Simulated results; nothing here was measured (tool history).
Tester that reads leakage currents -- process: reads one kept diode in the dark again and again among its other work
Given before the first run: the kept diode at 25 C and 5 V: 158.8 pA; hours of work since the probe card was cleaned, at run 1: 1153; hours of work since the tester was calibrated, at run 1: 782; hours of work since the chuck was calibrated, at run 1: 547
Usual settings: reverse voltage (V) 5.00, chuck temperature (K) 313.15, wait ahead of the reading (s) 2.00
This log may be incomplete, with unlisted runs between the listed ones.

run,hour,reverse voltage (V),chuck temperature (K),wait ahead of the reading (s),hours of work since the probe card was cleaned,hours of work since the tester was calibrated,hours of work since the chuck was calibrated,current that the tester gives (pA)
1,0.0,5.00,313.15,2.00,1153,782,547,503.26
2,57.0,5.00,313.15,2.00,1193,822,587,499.92
3,107.0,5.00,313.15,1.72,1228,857,622,499.28
4,160.5,2.18,313.15,2.00,1265,894,659,327.08
5,256.1,2.18,313.15,2.00,1332,961,726,325.74
6,350.7,5.00,313.15,2.00,1398,1027,792,494.85
7,396.7,5.00,313.15,2.00,1430,1059,824,499.98
8,450.5,5.00,313.15,2.00,1468,1097,862,490.84
9,519.5,19.77,313.15,1.05,1516,1145,910,1003.23
10,590.4,19.77,313.15,1.05,1565,1194,959,995.02
# hour 596.9: chuck's temperature calibrated
11,642.7,2.27,313.15,1.24,1601,1230,32,318.64
12,734.9,1.74,307.15,4.42,1665,1294,96,176.85
13,824.6,2.80,296.15,0.32,1728,1357,159,97.02
14,919.9,1.10,313.15,0.33,1794,1423,226,219.38

Estimate the outcome of run 15 from the log above:
15,987.4,5.00,294.15,2.51,1841,1470,273,?

Run 15 gave current that the tester gives (pA) 110.95.
Without the tool's hidden state the same run would have given current that the tester gives (pA) 114.30.
